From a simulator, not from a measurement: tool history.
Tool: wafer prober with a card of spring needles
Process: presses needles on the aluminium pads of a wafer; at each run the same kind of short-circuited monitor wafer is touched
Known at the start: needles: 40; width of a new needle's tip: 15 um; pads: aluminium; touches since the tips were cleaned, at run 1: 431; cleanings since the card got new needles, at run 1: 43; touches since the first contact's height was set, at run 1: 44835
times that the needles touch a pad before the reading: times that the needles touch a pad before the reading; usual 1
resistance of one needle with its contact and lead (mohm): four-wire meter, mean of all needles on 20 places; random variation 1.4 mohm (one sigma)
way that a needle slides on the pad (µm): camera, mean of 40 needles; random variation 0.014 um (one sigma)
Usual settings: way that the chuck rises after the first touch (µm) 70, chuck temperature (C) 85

| run | hour | way that the chuck rises after the first touch (µm) | chuck temperature (C) | times that the needles touch a pad before the reading | touches since the tips were cleaned | cleanings since the card got new needles | touches since the first contact's height was set | resistance of one needle with its contact and lead (mohm) | way that a needle slides on the pad (µm) |
|---|---|---|---|---|---|---|---|---|---|
| 1 | 0.0 | 70 | 85 | 1 | 431 | 43 | 44835 | 116 | 13.10 |
|  | 8.4 | tips cleaned on abrasive film |
|  | 16.9 | tips cleaned on abrasive film |
|  | 27.4 | tips cleaned on abrasive film |
|  | 35.8 | tips cleaned on abrasive film |
|  | 36.1 | height of the first contact set anew |
|  | 44.5 | tips cleaned on abrasive film |
|  | 53.0 | tips cleaned on abrasive film |
| 2 | 60.8 | 70 | 85 | 1 | 4767 | 49 | 14917 | 117 | 13.07 |
|  | 63.0 | tips cleaned on abrasive film |
|  | 71.4 | tips cleaned on abrasive film |
|  | 79.8 | tips cleaned on abrasive film |
|  | 88.3 | tips cleaned on abrasive film |
| 3 | 92.6 | 70 | 120 | 1 | 2636 | 53 | 34045 | 121 | 13.10 |
|  | 96.8 | tips cleaned on abrasive film |
|  | 105.3 | tips cleaned on abrasive film |
|  | 115.8 | tips cleaned on abrasive film |
|  | 124.2 | tips cleaned on abrasive film |
|  | 132.7 | tips cleaned on abrasive film |
| 4 | 136.5 | 70 | 85 | 1 | 2325 | 58 | 60472 | 118 | 13.08 |
|  | 142.8 | tips cleaned on abrasive film |
|  | 147.3 | height of the first contact set anew |
|  | 153.6 | tips cleaned on abrasive film |
|  | 162.1 | tips cleaned on abrasive film |
|  | 172.6 | tips cleaned on abrasive film |
|  | 181.0 | tips cleaned on abrasive film |
| 5 | 187.8 | 70 | 85 | 1 | 4139 | 63 | 24438 | 116 | 13.07 |
|  | 190.0 | tips cleaned on abrasive film |
|  | 198.4 | tips cleaned on abrasive film |
|  | 206.8 | tips cleaned on abrasive film |
|  | 217.4 | tips cleaned on abrasive film |
|  | 225.8 | tips cleaned on abrasive film |
| 6 | 228.1 | 70 | 85 | 1 | 1381 | 68 | 48655 | 117 | 13.09 |
|  | 234.4 | tips cleaned on abrasive film |
|  | 242.9 | tips cleaned on abrasive film |
|  | 251.3 | tips cleaned on abrasive film |
|  | 257.8 | height of the first contact set anew |
|  | 262.1 | tips cleaned on abrasive film |
|  | 270.5 | tips cleaned on abrasive film |
|  | 281.0 | tips cleaned on abrasive film |
| 7 | 286.2 | 70 | 85 | 1 | 3172 | 74 | 17128 | 116 | 13.08 |
|  | 290.5 | tips cleaned on abrasive film |
|  | 298.9 | tips cleaned on abrasive film |
|  | 309.5 | tips cleaned on abrasive film |
| 8 | 311.9 | 79 | 85 | 1 | 1503 | 77 | 32586 | 113 | 14.79 |
|  | 318.3 | tips cleaned on abrasive film |
|  | 326.7 | tips cleaned on abrasive film |
|  | 335.1 | tips cleaned on abrasive film |
|  | 343.6 | tips cleaned on abrasive film |
|  | 354.1 | tips cleaned on abrasive film |
|  | 362.5 | tips cleaned on abrasive film |
|  | 369.1 | height of the first contact set anew |
| 9 | 371.0 | 79 | 85 | 1 | 5004 | 83 | 1198 | 115 | 14.76 |
|  | 373.2 | tips cleaned on abrasive film |
|  | 381.6 | tips cleaned on abrasive film |
|  | 390.1 | tips cleaned on abrasive film |
|  | 398.5 | tips cleaned on abrasive film |
| 10 | 405.8 | 60 | 85 | 1 | 4435 | 87 | 22126 | 122 | 11.21 |
|  | 408.0 | tips cleaned on abrasive film |
|  | 418.5 | tips cleaned on abrasive film |
|  | 429.0 | tips cleaned on abrasive film |
|  | 437.4 | tips cleaned on abrasive film |
| 11 | 442.9 | 90 | 85 | 1 | 3331 | 91 | 44487 | 113 | 16.86 |
|  | 447.2 | tips cleaned on abrasive film |
|  | 457.7 | tips cleaned on abrasive film |
|  | 468.2 | tips cleaned on abrasive film |
|  | 478.7 | tips cleaned on abrasive film |
|  | 481.1 | height of the first contact set anew |
|  | 487.4 | tips cleaned on abrasive film |
| 12 | 495.5 | 70 | 85 | 3 | 4902 | 96 | 8708 | 115 | 13.09 |
|  | 497.6 | tips cleaned on abrasive film |
|  | 506.1 | tips cleaned on abrasive film |
|  | 514.5 | tips cleaned on abrasive film |
| 13 | 522.1 | 70 | 44 | 1 | 4621 | 99 | 24747 | 111 | 13.09 |
|  | 524.3 | tips cleaned on abrasive film |
|  | 532.7 | tips cleaned on abrasive film |
|  | 543.2 | tips cleaned on abrasive film |
|  | 551.7 | tips cleaned on abrasive film |
|  | 562.2 | tips cleaned on abrasive film |
| 14 | 563.1 | 63 | 85 | 2 | 570 | 104 | 49422 | 117 | 11.78 |
|  | 571.5 | tips cleaned on abrasive film |
|  | 582.0 | tips cleaned on abrasive film |
|  | 590.5 | tips cleaned on abrasive film |
|  | 592.9 | height of the first contact set anew |
|  | 601.3 | tips cleaned on abrasive film |
|  | 611.8 | tips cleaned on abrasive film |
|  | 620.2 | tips cleaned on abrasive film |
| 15 | 620.9 | 70 | 85 | 2 | 430 | 110 | 16923 | 115 | 13.10 |
|  | 629.4 | tips cleaned on abrasive film |
|  | 637.8 | tips cleaned on abrasive film |
|  | 646.2 | tips cleaned on abrasive film |
| 16 | 650.0 | 70 | 85 | 1 | 2295 | 113 | 34441 | 118 | 13.08 |
|  | 656.3 | tips cleaned on abrasive film |
|  | 666.9 | tips cleaned on abrasive film |
|  | 676.0 | tips cleaned on abrasive film |
| 17 | 676.0 | 51 | 35 | 1 | 0 | 116 | 50074 | 114 | 9.56 |
|  | 686.5 | tips cleaned on abrasive film |
|  | 694.9 | tips cleaned on abrasive film |
|  | 703.3 | tips cleaned on abrasive film |
|  | 703.6 | height of the first contact set anew |
|  | 712.1 | tips cleaned on abrasive film |
|  | 722.6 | tips cleaned on abrasive film |
| 18 | 722.9 | 70 | 85 | 3 | 207 | 121 | 11626 | 117 | 13.12 |
|  | 731.4 | tips cleaned on abrasive film |
|  | 739.8 | tips cleaned on abrasive film |
|  | 750.3 | tips cleaned on abrasive film |
|  | 758.7 | tips cleaned on abrasive film |
|  | 769.2 | tips cleaned on abrasive film |
| 19 | 777.0 | 70 | 85 | 3 | 4713 | 126 | 44255 | 118 | 13.12 |
|  | 779.2 | tips cleaned on abrasive film |
|  | 789.7 | tips cleaned on abrasive film |
|  | 800.2 | tips cleaned on abrasive film |
|  | 810.7 | tips cleaned on abrasive film |
|  | 815.2 | height of the first contact set anew |
|  | 819.4 | tips cleaned on abrasive film |
|  | 829.9 | tips cleaned on abrasive film |
| 20 | 835.4 | 64 | 85 | 1 | 3300 | 132 | 12181 | 117 | 12.00 |
|  | 839.6 | tips cleaned on abrasive film |
|  | 848.1 | tips cleaned on abrasive film |
|  | 856.5 | tips cleaned on abrasive film |
|  | 867.0 | tips cleaned on abrasive film |
|  | 875.4 | tips cleaned on abrasive film |
| 21 | 881.9 | 64 | 55 | 2 | 3935 | 137 | 40222 | 115 | 11.97 |
|  | 884.1 | tips cleaned on abrasive film |
|  | 892.5 | tips cleaned on abrasive film |
|  | 900.9 | tips cleaned on abrasive film |
|  | 909.4 | tips cleaned on abrasive film |
|  | 917.8 | tips cleaned on abrasive film |
|  | 926.4 | height of the first contact set anew |
|  | 928.6 | tips cleaned on abrasive film |
|  | 937.0 | tips cleaned on abrasive film |
| 22 | 942.4 | 64 | 55 | 2 | 3249 | 144 | 9593 | 114 | 11.98 |
|  | 946.6 | tips cleaned on abrasive film |
|  | 955.1 | tips cleaned on abrasive film |
|  | 965.6 | tips cleaned on abrasive film |
|  | 976.0 | tips cleaned on abrasive film |
| 23 | 976.0 | 64 | 55 | 2 | 0 | 148 | 29843 | 112 | 11.98 |

Forecast each of these 5 alternatives for the next run:
|  | 984.4 | tips cleaned on abrasive film |
|  | 992.9 | tips cleaned on abrasive film |
|  | 1003.4 | tips cleaned on abrasive film |
|  | 1013.9 | tips cleaned on abrasive film |
|  | 1024.4 | tips cleaned on abrasive film |
|  | 1032.8 | tips cleaned on abrasive film |
| A | 1033.8 | 84 | 86 | 1 | 556 | 154 | 64654 | ? | ? |
|  | 984.4 | tips cleaned on abrasive film |
|  | 992.9 | tips cleaned on abrasive film |
|  | 1003.4 | tips cleaned on abrasive film |
|  | 1013.9 | tips cleaned on abrasive film |
|  | 1024.4 | tips cleaned on abrasive film |
|  | 1032.8 | tips cleaned on abrasive film |
| B | 1033.8 | 64 | 55 | 3 | 556 | 154 | 64654 | ? | ? |
|  | 984.4 | tips cleaned on abrasive film |
|  | 992.9 | tips cleaned on abrasive film |
|  | 1003.4 | tips cleaned on abrasive film |
|  | 1013.9 | tips cleaned on abrasive film |
|  | 1024.4 | tips cleaned on abrasive film |
|  | 1032.8 | tips cleaned on abrasive film |
| C | 1033.8 | 70 | 82 | 2 | 556 | 154 | 64654 | ? | ? |
|  | 984.4 | tips cleaned on abrasive film |
|  | 992.9 | tips cleaned on abrasive film |
|  | 1003.4 | tips cleaned on abrasive film |
|  | 1013.9 | tips cleaned on abrasive film |
|  | 1024.4 | tips cleaned on abrasive film |
|  | 1032.8 | tips cleaned on abrasive film |
| D | 1033.8 | 72 | 43 | 1 | 556 | 154 | 64654 | ? | ? |
|  | 984.4 | tips cleaned on abrasive film |
|  | 992.9 | tips cleaned on abrasive film |
|  | 1003.4 | tips cleaned on abrasive film |
|  | 1013.9 | tips cleaned on abrasive film |
|  | 1024.4 | tips cleaned on abrasive film |
|  | 1032.8 | tips cleaned on abrasive film |
| E | 1033.8 | 66 | 85 | 1 | 556 | 154 | 64654 | ? | ? |

| run | resistance of one needle with its contact and lead (mohm) | way that a needle slides on the pad (µm) |
|---|---|---|
| A | 117 | 15.70 |
| B | 114 | 11.97 |
| C | 118 | 13.08 |
| D | 109 | 13.46 |
| E | 118 | 12.35 |
Without the tool's hidden state the same runs would have given:
| run | resistance of one needle with its contact and lead (mohm) | way that a needle slides on the pad (µm) |
|---|---|---|
| A | 117 | 15.71 |
| B | 114 | 11.97 |
| C | 118 | 13.08 |
| D | 109 | 13.47 |
| E | 118 | 12.35 |
